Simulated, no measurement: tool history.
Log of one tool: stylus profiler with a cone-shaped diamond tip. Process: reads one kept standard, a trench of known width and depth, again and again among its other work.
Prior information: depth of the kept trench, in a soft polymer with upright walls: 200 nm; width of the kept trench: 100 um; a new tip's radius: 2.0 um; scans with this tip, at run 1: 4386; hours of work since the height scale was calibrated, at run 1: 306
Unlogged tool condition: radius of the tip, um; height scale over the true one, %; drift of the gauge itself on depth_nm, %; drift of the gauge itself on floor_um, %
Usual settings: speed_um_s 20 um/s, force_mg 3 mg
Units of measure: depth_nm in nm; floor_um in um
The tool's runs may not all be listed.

run,hour,speed_um_s,force_mg,scans with this tip,hours of work since the height scale was calibrated,depth_nm,floor_um
1,0,20,3,4386,306,204.12,97.96
2,11.9,20,3,4474,312,204.14,98
3,31.1,20,3,4617,322,204.04,97.89
4,52.1,20,3,4773,333,204.03,97.99
5,65.3,10,3,4872,340,204.19,97.97
6,75.5,10,3,4948,345,204.11,97.96
7,96.7,10,3,5105,356,204.09,97.95
8,109.3,10,3,5199,363,204.09,97.99
9,130.5,10,3,5357,374,204.15,97.9
10,142.6,11,2.34,5447,380,203.51,97.94
11,158.6,44,5.85,5566,388,206.39,97.92
12,167.5,44,5.85,5632,393,206.35,97.86
13,187.6,44,5.85,5782,403,206.46,97.85

Alternative continuations, all from the tool just after run 13; predict every row:
A,199.5,10,1.67,5871,410,?,?
B,199.5,9,5.85,5871,410,?,?
C,199.5,7,1.93,5871,410,?,?

run,depth_nm,floor_um
A,202.92,97.91
B,206.43,97.88
C,203.08,97.92
Take away the tool's hidden state, keep each run's random variation, and the runs would have read:
run,depth_nm,floor_um
A,202.73,98.21
B,206.23,98.19
C,202.88,98.23
